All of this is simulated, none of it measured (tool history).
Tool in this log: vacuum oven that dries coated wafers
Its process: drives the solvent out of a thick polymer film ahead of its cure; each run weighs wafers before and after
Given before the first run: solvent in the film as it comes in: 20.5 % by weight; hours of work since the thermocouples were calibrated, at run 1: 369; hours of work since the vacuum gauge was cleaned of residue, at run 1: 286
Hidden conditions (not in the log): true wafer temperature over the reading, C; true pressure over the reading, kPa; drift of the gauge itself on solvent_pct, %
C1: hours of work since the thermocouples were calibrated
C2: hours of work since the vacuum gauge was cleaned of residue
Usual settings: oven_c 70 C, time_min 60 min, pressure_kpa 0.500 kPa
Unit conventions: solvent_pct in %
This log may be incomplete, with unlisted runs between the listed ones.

run 1 hour=0.0 | oven_c=70 time_min=60 pressure_kpa=0.500 | C1=369 C2=286 | solvent_pct=2.38
run 2 hour=10.7 | oven_c=70 time_min=60 pressure_kpa=0.500 | C1=375 C2=293 | solvent_pct=2.41
run 3 hour=26.1 | oven_c=70 time_min=60 pressure_kpa=0.500 | C1=385 C2=302 | solvent_pct=2.40
run 4 hour=40.3 | oven_c=70 time_min=60 pressure_kpa=1.651 | C1=393 C2=311 | solvent_pct=2.80
run 5 hour=51.0 | oven_c=70 time_min=60 pressure_kpa=1.651 | C1=400 C2=317 | solvent_pct=2.80
run 6 hour=67.1 | oven_c=70 time_min=60 pressure_kpa=1.651 | C1=410 C2=327 | solvent_pct=2.89
run 7 hour=74.9 | oven_c=70 time_min=60 pressure_kpa=1.651 | C1=414 C2=332 | solvent_pct=2.85
run 8 hour=89.2 | oven_c=60 time_min=60 pressure_kpa=0.402 | C1=423 C2=340 | solvent_pct=6.62
run 9 hour=101.3 | oven_c=60 time_min=60 pressure_kpa=0.402 | C1=430 C2=348 | solvent_pct=6.54
run 10 hour=112.8 | oven_c=60 time_min=51 pressure_kpa=0.402 | C1=437 C2=354 | solvent_pct=7.54
run 11 hour=126.4 | oven_c=70 time_min=33 pressure_kpa=0.365 | C1=445 C2=363 | solvent_pct=5.69

Measured minus without-hidden-state, run by run (identical run-to-run variation in each term; gauge scatter may differ):
run=1 solvent_pct=+0.19
run=2 solvent_pct=+0.19
run=3 solvent_pct=+0.20
run=4 solvent_pct=+0.22
run=5 solvent_pct=+0.22
run=6 solvent_pct=+0.23
run=7 solvent_pct=+0.23
run=8 solvent_pct=+0.33
run=9 solvent_pct=+0.34
run=10 solvent_pct=+0.35
run=11 solvent_pct=+0.33
